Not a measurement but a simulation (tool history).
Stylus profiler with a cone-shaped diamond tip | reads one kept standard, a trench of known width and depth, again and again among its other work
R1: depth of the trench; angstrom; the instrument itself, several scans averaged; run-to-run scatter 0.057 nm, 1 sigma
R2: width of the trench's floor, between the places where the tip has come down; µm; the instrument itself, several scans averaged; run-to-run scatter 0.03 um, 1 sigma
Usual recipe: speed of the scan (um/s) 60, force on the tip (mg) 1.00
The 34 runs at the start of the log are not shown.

{"run": 35, "hour": 1481.3, "speed of the scan (um/s)": 16, "force on the tip (mg)": 0.34, "R1": 2008.6, "R2": 47.43}
{"run": 36, "hour": 1511.5, "speed of the scan (um/s)": 111, "force on the tip (mg)": 2.12, "R1": 2026.3, "R2": 47.06}
{"run": 37, "hour": 1549.0, "speed of the scan (um/s)": 60, "force on the tip (mg)": 1.1, "R1": 2017.9, "R2": 47.23}
{"run": 38, "hour": 1600.3, "speed of the scan (um/s)": 220, "force on the tip (mg)": 1.63, "R1": 2022.4, "R2": 46.36}
{"run": 39, "hour": 1628.0, "speed of the scan (um/s)": 32, "force on the tip (mg)": 0.94, "R1": 2015.4, "R2": 47.32}
{"run": 40, "hour": 1674.7, "speed of the scan (um/s)": 32, "force on the tip (mg)": 0.94, "R1": 2016.7, "R2": 47.39}
{"run": 41, "hour": 1702.7, "speed of the scan (um/s)": 27, "force on the tip (mg)": 2.23, "R1": 2027.5, "R2": 47.49}
{"run": 42, "hour": 1752.7, "speed of the scan (um/s)": 201, "force on the tip (mg)": 2.72, "R1": 2031.8, "R2": 46.67}
{"run": 43, "hour": 1795.3, "speed of the scan (um/s)": 201, "force on the tip (mg)": 2.72, "R1": 2031.5, "R2": 46.69}
{"run": 44, "hour": 1850.0, "speed of the scan (um/s)": 99, "force on the tip (mg)": 1.48, "R1": 2022.4, "R2": 46.97}
{"run": 45, "hour": 1892.9, "speed of the scan (um/s)": 164, "force on the tip (mg)": 2.16, "R1": 2028.0, "R2": 46.72}
{"run": 46, "hour": 1923.8, "speed of the scan (um/s)": 23, "force on the tip (mg)": 1.03, "R1": 2018.1, "R2": 47.32}

Consider 4 possible next runs. They are alternatives, not a sequence: every one starts from the tool as it was left by run 46. What does each give?
{"run": "A", "hour": 1981.0, "speed of the scan (um/s)": 60, "force on the tip (mg)": 2.73, "R1": "?", "R2": "?"}
{"run": "B", "hour": 1981.0, "speed of the scan (um/s)": 27, "force on the tip (mg)": 0.39, "R1": "?", "R2": "?"}
{"run": "C", "hour": 1981.0, "speed of the scan (um/s)": 60, "force on the tip (mg)": 0.4, "R1": "?", "R2": "?"}
{"run": "D", "hour": 1981.0, "speed of the scan (um/s)": 26, "force on the tip (mg)": 0.56, "R1": "?", "R2": "?"}

run=A R1=2033.7 R2=47.23
run=B R1=2009.8 R2=47.23
run=C R1=2010.0 R2=46.82
run=D R1=2012.1 R2=47.31
Stripped of hidden state, with their random variation kept, the same runs would have yielded:
run=A R1=2031.4 R2=47.97
run=B R1=2007.6 R2=47.96
run=C R1=2007.7 R2=47.55
run=D R1=2009.8 R2=48.04
